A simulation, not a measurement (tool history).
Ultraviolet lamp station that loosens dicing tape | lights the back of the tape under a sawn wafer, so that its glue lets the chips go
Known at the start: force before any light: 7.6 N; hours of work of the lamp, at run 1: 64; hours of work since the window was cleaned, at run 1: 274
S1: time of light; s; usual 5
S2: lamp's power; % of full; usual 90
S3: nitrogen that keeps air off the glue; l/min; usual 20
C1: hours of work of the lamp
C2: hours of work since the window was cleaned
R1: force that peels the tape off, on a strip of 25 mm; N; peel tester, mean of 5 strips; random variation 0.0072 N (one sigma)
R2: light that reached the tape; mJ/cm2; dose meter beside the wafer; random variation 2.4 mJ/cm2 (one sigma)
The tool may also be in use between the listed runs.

Run 1, hour 0.0: usual settings; C1 64; C2 274. Result: R1 0.286 N, R2 257 mJ/cm2.
Run 2, hour 9.5: usual settings; C1 71; C2 281. Result: R1 0.280 N, R2 248 mJ/cm2.
Run 3, hour 21.8: usual settings; C1 80; C2 290. Result: R1 0.276 N, R2 252 mJ/cm2.
Run 4, hour 34.5: usual settings; C1 90; C2 300. Result: R1 0.279 N, R2 248 mJ/cm2.
Run 5, hour 46.9: usual settings; C1 99; C2 309. Result: R1 0.283 N, R2 249 mJ/cm2.
Run 6, hour 55.9: usual settings; C1 106; C2 316. Result: R1 0.308 N, R2 247 mJ/cm2.
Run 7, hour 65.6: usual settings; C1 113; C2 324. Result: R1 0.299 N, R2 250 mJ/cm2.
Run 8, hour 72.6: usual settings; C1 119; C2 329. Result: R1 0.297 N, R2 246 mJ/cm2.
Run 9, hour 81.2: usual settings; C1 125; C2 335. Result: R1 0.278 N, R2 241 mJ/cm2.
Run 10, hour 92.4: usual settings; C1 134; C2 344. Result: R1 0.308 N, R2 239 mJ/cm2.
Run 11, hour 99.5: usual settings; C1 139; C2 349. Result: R1 0.295 N, R2 241 mJ/cm2.
Run 12, hour 107.4: usual settings; C1 145; C2 355. Result: R1 0.304 N, R2 239 mJ/cm2.
Run 13, hour 114.0: usual settings; C1 150; C2 360. Result: R1 0.302 N, R2 239 mJ/cm2.
Run 14, hour 119.5: usual settings; C1 154; C2 364. Result: R1 0.308 N, R2 237 mJ/cm2.
Run 15, hour 129.8: usual settings but S3 7 l/min; C1 162; C2 372. Result: R1 0.579 N, R2 234 mJ/cm2.
Run 16, hour 136.3: usual settings; C1 167; C2 377. Result: R1 0.319 N, R2 232 mJ/cm2.
Run 17, hour 145.8: usual settings but S3 10 l/min; C1 174; C2 384. Result: R1 0.463 N, R2 230 mJ/cm2.
Run 18, hour 153.4: usual settings but S1 2 s; C1 180; C2 390. Result: R1 1.552 N, R2 94 mJ/cm2.
Run 19, hour 160.7: usual settings but S3 8 l/min; C1 185; C2 396. Result: R1 0.549 N, R2 234 mJ/cm2.
Run 20, hour 173.5: usual settings but S1 2 s; C1 195; C2 405. Result: R1 1.543 N, R2 92 mJ/cm2.
Run 21, hour 183.3: usual settings but S1 10 s; C1 203; C2 413. Result: R1 0.206 N, R2 462 mJ/cm2.
Run 22, hour 194.5: usual settings but S1 10 s; C1 211; C2 421. Result: R1 0.199 N, R2 454 mJ/cm2.
Run 23, hour 200.3: usual settings but S1 3 s, S2 62 % of full, S3 23 l/min; C1 215; C2 426. Result: R1 1.443 N, R2 95 mJ/cm2.
At hour 201.4: window cleaned of glue's vapour.
Run 24, hour 208.9: usual settings but S1 4 s, S2 64 % of full; C1 222; C2 6. Result: R1 0.992 N, R2 125 mJ/cm2.
Run 25, hour 218.7: usual settings but S1 3 s, S2 91 % of full; C1 229; C2 13. Result: R1 0.860 N, R2 131 mJ/cm2.
Run 26, hour 225.3: usual settings but S1 3 s, S2 91 % of full; C1 234; C2 18. Result: R1 0.921 N, R2 130 mJ/cm2.
At hour 231.8: window cleaned of glue's vapour, once more.
Run 27, hour 237.7: usual settings but S1 3 s, S2 91 % of full; C1 243; C2 4. Result: R1 0.756 N, R2 147 mJ/cm2.
Run 28, hour 246.1: usual settings but S1 3 s, S2 75 % of full; C1 249; C2 11. Result: R1 1.045 N, R2 122 mJ/cm2.
Run 29, hour 254.0: usual settings but S2 75 % of full, S3 10 l/min; C1 255; C2 17. Result: R1 0.633 N, R2 204 mJ/cm2.
Run 30, hour 259.2: usual settings but S2 75 % of full, S3 10 l/min; C1 259; C2 21. Result: R1 0.617 N, R2 198 mJ/cm2.
Run 31, hour 269.7: usual settings but S1 7 s, S2 93 % of full, S3 7 l/min; C1 267; C2 29. Result: R1 0.298 N, R2 342 mJ/cm2.
Run 32, hour 280.6: usual settings but S1 7 s, S2 93 % of full, S3 7 l/min; C1 276; C2 37. Result: R1 0.303 N, R2 341 mJ/cm2.
Run 33, hour 289.9: usual settings but S2 92 % of full, S3 7 l/min; C1 283; C2 44. Result: R1 0.572 N, R2 239 mJ/cm2.
Run 34, hour 301.3: usual settings but S2 92 % of full, S3 7 l/min; C1 291; C2 53. Result: R1 0.557 N, R2 234 mJ/cm2.
Run 35, hour 309.7: usual settings but S2 92 % of full, S3 7 l/min; C1 298; C2 59. Result: R1 0.562 N, R2 231 mJ/cm2.
Run 36, hour 318.0: usual settings but S1 3 s, S2 76 % of full, S3 9 l/min; C1 304; C2 65. Result: R1 1.629 N, R2 114 mJ/cm2.
Run 37, hour 328.9: usual settings but S3 14 l/min; C1 312; C2 74. Result: R1 0.393 N, R2 230 mJ/cm2.
Run 38, hour 340.3: usual settings but S1 7 s, S2 67 % of full; C1 321; C2 82. Result: R1 0.292 N, R2 238 mJ/cm2.
Run 39, hour 348.7: usual settings but S1 7 s, S2 69 % of full, S3 7 l/min; C1 327; C2 89. Result: R1 0.545 N, R2 246 mJ/cm2.
Run 40, hour 355.9: usual settings but S2 80 % of full, S3 17 l/min; C1 333; C2 94. Result: R1 0.446 N, R2 198 mJ/cm2.
Run 41, hour 364.5: usual settings but S2 80 % of full, S3 17 l/min; C1 339; C2 101. Result: R1 0.444 N, R2 201 mJ/cm2.
Run 42, hour 373.1: usual settings but S2 82 % of full; C1 346; C2 107. Result: R1 0.397 N, R2 205 mJ/cm2.
Run 43, hour 378.9: usual settings but S1 2 s, S2 92 % of full, S3 26 l/min; C1 350; C2 111. Result: R1 1.498 N, R2 91 mJ/cm2.

The same runs without the tool's hidden state, with the same run-to-run variation:
The hidden state here: lamp's light, % of a new lamp's; light that the window lets through, % of a clean one's; drift of the gauge itself on peel_n, %; drift of the gauge itself on dose_mj_cm2, %.
run     R1   R2
  1  0.260  280
  2  0.252  272
  3  0.246  277
  4  0.247  275
  5  0.248  278
  6  0.270  277
  7  0.260  281
  8  0.257  278
  9  0.237  274
 10  0.263  274
 11  0.249  277
 12  0.256  276
 13  0.254  277
 14  0.257  275
 15  0.433  274
 16  0.263  272
 17  0.347  272
 18  1.195  112
 19  0.400  278
 20  1.171  110
 21  0.204  556
 22  0.198  550
 23  1.054  115
 24  0.629  160
 25  0.536  168
 26  0.569  168
 27  0.579  168
 28  0.806  140
 29  0.477  236
 30  0.461  230
 31  0.248  400
 32  0.251  401
 33  0.417  283
 34  0.399  278
 35  0.401  277
 36  1.231  138
 37  0.292  278
 38  0.230  289
 39  0.379  301
 40  0.316  244
 41  0.311  247
 42  0.285  254
 43  1.050  114
